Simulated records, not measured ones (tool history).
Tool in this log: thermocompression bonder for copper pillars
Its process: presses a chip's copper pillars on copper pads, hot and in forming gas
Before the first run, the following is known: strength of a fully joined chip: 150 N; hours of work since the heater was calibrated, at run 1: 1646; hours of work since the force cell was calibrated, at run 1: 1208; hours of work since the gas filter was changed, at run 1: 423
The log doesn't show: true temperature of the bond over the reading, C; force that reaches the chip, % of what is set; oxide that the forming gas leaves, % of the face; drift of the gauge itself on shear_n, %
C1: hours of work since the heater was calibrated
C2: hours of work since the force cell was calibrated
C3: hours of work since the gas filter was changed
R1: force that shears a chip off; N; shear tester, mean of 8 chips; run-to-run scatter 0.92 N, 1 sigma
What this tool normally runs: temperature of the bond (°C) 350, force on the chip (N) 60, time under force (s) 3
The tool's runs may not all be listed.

run 1 hour=0.0 | temperature_of_the_bond_(°C)=350 force_on_the_chip_(N)=60 time_under_force_(s)=3 | C1=1646 C2=1208 C3=423 | R1=71.6
-- hour=49.1 forming gas filter changed
run 2 hour=49.7 | temperature_of_the_bond_(°C)=350 force_on_the_chip_(N)=60 time_under_force_(s)=3 | C1=1682 C2=1244 C3=0 | R1=79.7
run 3 hour=73.5 | temperature_of_the_bond_(°C)=350 force_on_the_chip_(N)=60 time_under_force_(s)=3 | C1=1700 C2=1262 C3=18 | R1=76.4
-- hour=117.9 heater calibrated with a thermocouple chip
run 4 hour=129.6 | temperature_of_the_bond_(°C)=350 force_on_the_chip_(N)=77 time_under_force_(s)=3 | C1=9 C2=1302 C3=58 | R1=91.8
run 5 hour=156.1 | temperature_of_the_bond_(°C)=350 force_on_the_chip_(N)=60 time_under_force_(s)=2 | C1=28 C2=1322 C3=78 | R1=64.5
run 6 hour=213.6 | temperature_of_the_bond_(°C)=350 force_on_the_chip_(N)=60 time_under_force_(s)=2 | C1=71 C2=1364 C3=120 | R1=63.6
run 7 hour=245.1 | temperature_of_the_bond_(°C)=350 force_on_the_chip_(N)=60 time_under_force_(s)=2 | C1=94 C2=1388 C3=144 | R1=64.5
run 8 hour=276.6 | temperature_of_the_bond_(°C)=350 force_on_the_chip_(N)=60 time_under_force_(s)=3 | C1=118 C2=1411 C3=167 | R1=73.6
run 9 hour=310.6 | temperature_of_the_bond_(°C)=350 force_on_the_chip_(N)=60 time_under_force_(s)=3 | C1=143 C2=1436 C3=192 | R1=73.2
run 10 hour=364.3 | temperature_of_the_bond_(°C)=350 force_on_the_chip_(N)=57 time_under_force_(s)=6 | C1=183 C2=1476 C3=232 | R1=87.7
run 11 hour=410.1 | temperature_of_the_bond_(°C)=372 force_on_the_chip_(N)=73 time_under_force_(s)=4 | C1=217 C2=1510 C3=266 | R1=101.4
run 12 hour=435.0 | temperature_of_the_bond_(°C)=372 force_on_the_chip_(N)=59 time_under_force_(s)=2 | C1=235 C2=1528 C3=285 | R1=70.0
run 13 hour=487.3 | temperature_of_the_bond_(°C)=361 force_on_the_chip_(N)=55 time_under_force_(s)=2 | C1=274 C2=1567 C3=323 | R1=61.5

Expected results for the next run?
run 14 hour=517.0 | temperature_of_the_bond_(°C)=328 force_on_the_chip_(N)=76 time_under_force_(s)=6 | C1=296 C2=1589 C3=345 | R1=?

{"run 14": {"R1": 89.8}}
Take away the tool's hidden state, keep the run-to-run variation as it was, and the same run would have given R1 98.6 N.
